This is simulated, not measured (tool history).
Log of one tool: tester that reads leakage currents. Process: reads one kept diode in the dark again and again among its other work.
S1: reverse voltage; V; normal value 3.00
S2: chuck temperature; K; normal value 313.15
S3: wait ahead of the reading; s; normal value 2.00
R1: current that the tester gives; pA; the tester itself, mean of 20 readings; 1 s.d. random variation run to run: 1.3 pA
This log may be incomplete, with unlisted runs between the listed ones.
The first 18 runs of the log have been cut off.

{"run": 19, "hour": 980.9, "S1": 11.41, "S2": 303.15, "S3": 2.0, "R1": 309.75}
{"run": 20, "hour": 1035.0, "S1": 11.41, "S2": 303.15, "S3": 2.0, "R1": 310.61}
{"run": 21, "hour": 1098.8, "S1": 11.41, "S2": 303.15, "S3": 2.0, "R1": 313.45}
{"run": 22, "hour": 1142.5, "S1": 11.69, "S2": 303.15, "S3": 1.31, "R1": 320.08}
{"run": 23, "hour": 1195.6, "S1": 10.01, "S2": 312.15, "S3": 5.17, "R1": 623.0}
{"run": 24, "hour": 1233.7, "S1": 2.66, "S2": 295.15, "S3": 2.0, "R1": 101.34}
{"run": 25, "hour": 1272.0, "S1": 1.28, "S2": 315.15, "S3": 2.81, "R1": 415.0}
{"run": 26, "hour": 1301.6, "S1": 1.28, "S2": 315.15, "S3": 2.81, "R1": 418.48}
{"run": 27, "hour": 1346.5, "S1": 1.28, "S2": 315.15, "S3": 2.81, "R1": 420.82}
{"run": 28, "hour": 1400.1, "S1": 1.28, "S2": 315.15, "S3": 0.95, "R1": 425.94}
{"run": 29, "hour": 1443.5, "S1": 5.93, "S2": 316.15, "S3": 2.99, "R1": 738.47}
{"run": 30, "hour": 1507.1, "S1": 1.0, "S2": 307.15, "S3": 2.64, "R1": 211.49}
{"run": 31, "hour": 1537.5, "S1": 1.0, "S2": 307.15, "S3": 2.64, "R1": 211.54}
{"run": 32, "hour": 1570.4, "S1": 2.52, "S2": 331.15, "S3": 5.03, "R1": 1734.1}
{"run": 33, "hour": 1632.0, "S1": 2.52, "S2": 331.15, "S3": 5.98, "R1": 1737.55}
{"run": 34, "hour": 1685.8, "S1": 2.52, "S2": 331.15, "S3": 5.98, "R1": 1742.48}
{"run": 35, "hour": 1717.3, "S1": 12.99, "S2": 312.15, "S3": 2.0, "R1": 722.74}
{"hour": 1731.7, "done": "chuck's temperature calibrated"}
{"run": 36, "hour": 1782.2, "S1": 18.97, "S2": 325.15, "S3": 0.3, "R1": 1976.94}

What if the next run were any one of these 4? Each begins from the tool's condition after run 36:
{"run": "A", "hour": 1831.4, "S1": 9.35, "S2": 314.15, "S3": 4.18, "R1": "?"}
{"run": "B", "hour": 1831.4, "S1": 1.73, "S2": 313.15, "S3": 3.03, "R1": "?"}
{"run": "C", "hour": 1831.4, "S1": 4.35, "S2": 301.15, "S3": 2.0, "R1": "?"}
{"run": "D", "hour": 1831.4, "S1": 3.0, "S2": 303.15, "S3": 2.0, "R1": "?"}

run=A R1=696.53
run=B R1=378.60
run=C R1=192.94
run=D R1=203.58
Take away the tool's hidden state, keep each run's random variation, and the runs would have read:
run=A R1=664.64
run=B R1=364.24
run=C R1=182.30
run=D R1=193.79

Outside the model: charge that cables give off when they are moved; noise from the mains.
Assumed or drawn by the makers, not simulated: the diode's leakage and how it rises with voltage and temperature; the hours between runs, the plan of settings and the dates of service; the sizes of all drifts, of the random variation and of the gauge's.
